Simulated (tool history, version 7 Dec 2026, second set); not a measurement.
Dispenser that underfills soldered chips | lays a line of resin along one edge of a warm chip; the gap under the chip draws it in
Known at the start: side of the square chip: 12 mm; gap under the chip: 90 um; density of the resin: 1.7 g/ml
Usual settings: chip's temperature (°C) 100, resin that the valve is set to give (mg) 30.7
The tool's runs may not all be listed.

| run | hour | chip's temperature (°C) | resin that the valve is set to give (mg) | time until the resin shows at the far edge (s) | resin that the valve gave (mg) |
|---|---|---|---|---|---|
| 1 | 0 | 100 | 30.7 | 86.5 | 28.97 |
|  | 4.3 | new syringe of resin |
| 2 | 5.2 | 100 | 30.7 | 59.7 | 29.04 |
| 3 | 9.9 | 100 | 30.7 | 76.9 | 29.01 |
| 4 | 14.9 | 100 | 30.7 | 97.9 | 28.78 |
|  | 16.1 | new syringe of resin |
| 5 | 18.6 | 100 | 27.5 | 69.8 | 25.92 |
| 6 | 23.3 | 100 | 27.5 | 87.8 | 25.91 |
| 7 | 25.9 | 100 | 27.5 | 100.1 | 25.82 |
|  | 27.7 | new syringe of resin |
| 8 | 30.7 | 100 | 27.5 | 72.8 | 25.75 |
| 9 | 36 | 100 | 27.5 | 93.9 | 25.89 |
|  | 39.3 | new syringe of resin |
|  | 40.4 | dispensing valve cleaned and set on the balance |
| 10 | 40.4 | 100 | 30.9 | 57.9 | 31.01 |
| 11 | 44.4 | 100 | 30.7 | 70.1 | 30.65 |
| 12 | 48.6 | 100 | 39.5 | 85.8 | 39.96 |
|  | 52 | new syringe of resin |
| 13 | 52.4 | 100 | 39.5 | 57.8 | 39.69 |
| 14 | 57.8 | 100 | 39.5 | 77 | 39.28 |
| 15 | 62.7 | 100 | 26.4 | 106.3 | 26.34 |
|  | 64 | new syringe of resin |
| 16 | 67.1 | 111 | 30.7 | 48.9 | 30.58 |
| 17 | 72.4 | 111 | 30.7 | 65.2 | 30.47 |
|  | 75.8 | new syringe of resin |
| 18 | 78.1 | 111 | 30.7 | 48.8 | 30.67 |
| 19 | 84.1 | 91 | 30.7 | 112.5 | 30.51 |
|  | 87.4 | new syringe of resin |
| 20 | 90.6 | 109 | 37.5 | 53 | 37.11 |
| 21 | 96.6 | 112 | 26.5 | 71.8 | 26.43 |
|  | 99.2 | new syringe of resin |
| 22 | 102.4 | 104 | 39.3 | 59.2 | 38.75 |
| 23 | 106.3 | 88 | 37.2 | 110.4 | 36.51 |
|  | 111.1 | new syringe of resin |
| 24 | 111.3 | 88 | 37.2 | 77.9 | 36.52 |
| 25 | 117.2 | 88 | 37.2 | 107.2 | 36.4 |
|  | 122.7 | new syringe of resin |
| 26 | 123.4 | 104 | 32.2 | 54.7 | 31.33 |
| 27 | 129.2 | 104 | 32.2 | 72.4 | 31.41 |
| 28 | 133.4 | 104 | 34.3 | 89.5 | 33.58 |
|  | 134.6 | new syringe of resin |
| 29 | 139.2 | 104 | 34.3 | 64.5 | 33.26 |
| 30 | 144.9 | 113 | 33.1 | 71.3 | 32.14 |
|  | 146.2 | new syringe of resin |
| 31 | 149.4 | 100 | 38.8 | 67.6 | 37.6 |
| 32 | 152.2 | 85 | 27.7 | 122.4 | 27.05 |
| 33 | 157.1 | 85 | 27.7 | 165.6 | 26.82 |
|  | 157.7 | new syringe of resin |
| 34 | 161.4 | 85 | 27.7 | 110.5 | 26.94 |
| 35 | 165.9 | 85 | 27.7 | 140.1 | 26.83 |
|  | 169.4 | new syringe of resin |
| 36 | 171.4 | 106 | 30.3 | 55.4 | 29.33 |
| 37 | 175.5 | 106 | 30.3 | 69.8 | 29.27 |

Forecast each of these 3 alternatives for the next run:
| A | 178.9 | 96 | 35.8 | ? | ? |
| B | 178.9 | 114 | 30.7 | ? | ? |
| C | 178.9 | 105 | 29.3 | ? | ? |

| run | time until the resin shows at the far edge (s) | resin that the valve gave (mg) |
|---|---|---|
| A | 102.3 | 34.54 |
| B | 66.2 | 29.64 |
| C | 83.3 | 28.07 |
Without the tool's hidden state the same runs would have given:
| run | time until the resin shows at the far edge (s) | resin that the valve gave (mg) |
|---|---|---|
| A | 63.1 | 35.8 |
| B | 40.6 | 30.73 |
| C | 51 | 29.1 |

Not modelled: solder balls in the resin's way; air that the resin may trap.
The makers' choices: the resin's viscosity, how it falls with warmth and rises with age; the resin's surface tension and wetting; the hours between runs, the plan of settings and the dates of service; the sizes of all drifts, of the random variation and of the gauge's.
